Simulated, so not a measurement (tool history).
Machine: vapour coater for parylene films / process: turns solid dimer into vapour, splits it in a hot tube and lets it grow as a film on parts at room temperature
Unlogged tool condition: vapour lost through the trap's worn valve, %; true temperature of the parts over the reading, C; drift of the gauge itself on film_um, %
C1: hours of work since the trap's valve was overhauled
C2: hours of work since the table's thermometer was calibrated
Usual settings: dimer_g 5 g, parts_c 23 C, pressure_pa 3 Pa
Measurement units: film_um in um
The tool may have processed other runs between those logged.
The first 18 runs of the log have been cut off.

{"hour": 851.1, "done": "table's thermometer calibrated, once more"}
{"run": 19, "hour": 877.9, "dimer_g": 5, "parts_c": 23, "pressure_pa": 3, "C1": 279, "C2": 17, "film_um": 1.647}
{"run": 20, "hour": 932.3, "dimer_g": 2, "parts_c": 23, "pressure_pa": 3, "C1": 315, "C2": 53, "film_um": 0.653}
{"run": 21, "hour": 976.7, "dimer_g": 5, "parts_c": 23, "pressure_pa": 3, "C1": 344, "C2": 82, "film_um": 1.633}
{"run": 22, "hour": 1015.4, "dimer_g": 5, "parts_c": 23, "pressure_pa": 3, "C1": 369, "C2": 107, "film_um": 1.631}
{"run": 23, "hour": 1088.3, "dimer_g": 5, "parts_c": 23, "pressure_pa": 3, "C1": 416, "C2": 154, "film_um": 1.596}
{"run": 24, "hour": 1141.8, "dimer_g": 5, "parts_c": 23, "pressure_pa": 3, "C1": 451, "C2": 189, "film_um": 1.604}
{"hour": 1182.3, "done": "trap's valve overhauled"}
{"run": 25, "hour": 1193.9, "dimer_g": 5, "parts_c": 23, "pressure_pa": 3, "C1": 8, "C2": 220, "film_um": 1.79}
{"run": 26, "hour": 1256.8, "dimer_g": 4, "parts_c": 24, "pressure_pa": 3.21, "C1": 48, "C2": 261, "film_um": 1.36}
{"run": 27, "hour": 1325.9, "dimer_g": 5, "parts_c": 17, "pressure_pa": 2.8, "C1": 93, "C2": 306, "film_um": 2.179}
{"run": 28, "hour": 1357.0, "dimer_g": 5, "parts_c": 31, "pressure_pa": 3.08, "C1": 114, "C2": 326, "film_um": 1.306}
{"run": 29, "hour": 1393.8, "dimer_g": 6, "parts_c": 34, "pressure_pa": 6.68, "C1": 138, "C2": 350, "film_um": 1.218}
{"run": 30, "hour": 1468.1, "dimer_g": 6, "parts_c": 29, "pressure_pa": 6.68, "C1": 186, "C2": 399, "film_um": 1.429}
{"run": 31, "hour": 1533.4, "dimer_g": 3, "parts_c": 15, "pressure_pa": 3, "C1": 228, "C2": 441, "film_um": 1.271}
{"run": 32, "hour": 1591.3, "dimer_g": 3, "parts_c": 25, "pressure_pa": 3, "C1": 266, "C2": 479, "film_um": 0.948}
{"run": 33, "hour": 1641.3, "dimer_g": 5, "parts_c": 26, "pressure_pa": 3, "C1": 299, "C2": 512, "film_um": 1.531}
{"run": 34, "hour": 1696.1, "dimer_g": 6, "parts_c": 18, "pressure_pa": 11.18, "C1": 334, "C2": 547, "film_um": 1.843}
{"run": 35, "hour": 1727.0, "dimer_g": 6, "parts_c": 18, "pressure_pa": 11.18, "C1": 354, "C2": 567, "film_um": 1.832}
{"run": 36, "hour": 1793.3, "dimer_g": 6, "parts_c": 18, "pressure_pa": 11.18, "C1": 398, "C2": 610, "film_um": 1.82}
{"run": 37, "hour": 1854.5, "dimer_g": 4, "parts_c": 23, "pressure_pa": 4.2, "C1": 437, "C2": 650, "film_um": 1.238}
{"run": 38, "hour": 1887.1, "dimer_g": 9, "parts_c": 30, "pressure_pa": 7.45, "C1": 459, "C2": 671, "film_um": 1.912}
{"hour": 1915.3, "done": "trap's valve overhauled"}
{"run": 39, "hour": 1928.7, "dimer_g": 9, "parts_c": 30, "pressure_pa": 7.45, "C1": 9, "C2": 696, "film_um": 2.116}
{"run": 40, "hour": 1993.5, "dimer_g": 2, "parts_c": 23, "pressure_pa": 3, "C1": 51, "C2": 738, "film_um": 0.712}
{"run": 41, "hour": 2030.2, "dimer_g": 2, "parts_c": 15, "pressure_pa": 3, "C1": 75, "C2": 762, "film_um": 0.869}

Alternative continuations, all from the tool just after run 41; predict every row:
{"run": "A", "hour": 2079.4, "dimer_g": 8, "parts_c": 15, "pressure_pa": 3.67, "C1": 107, "C2": 794, "film_um": "?"}
{"run": "B", "hour": 2079.4, "dimer_g": 3, "parts_c": 15, "pressure_pa": 2.67, "C1": 107, "C2": 794, "film_um": "?"}
{"run": "C", "hour": 2079.4, "dimer_g": 2, "parts_c": 15, "pressure_pa": 5.21, "C1": 107, "C2": 794, "film_um": "?"}
{"run": "D", "hour": 2079.4, "dimer_g": 8, "parts_c": 17, "pressure_pa": 3, "C1": 107, "C2": 794, "film_um": "?"}

run=A film_um=3.439
run=B film_um=1.293
run=C film_um=0.842
run=D film_um=3.45
With no hidden state in the tool, these same runs would have given:
run=A film_um=3.555
run=B film_um=1.336
run=C film_um=0.826
run=D film_um=3.496

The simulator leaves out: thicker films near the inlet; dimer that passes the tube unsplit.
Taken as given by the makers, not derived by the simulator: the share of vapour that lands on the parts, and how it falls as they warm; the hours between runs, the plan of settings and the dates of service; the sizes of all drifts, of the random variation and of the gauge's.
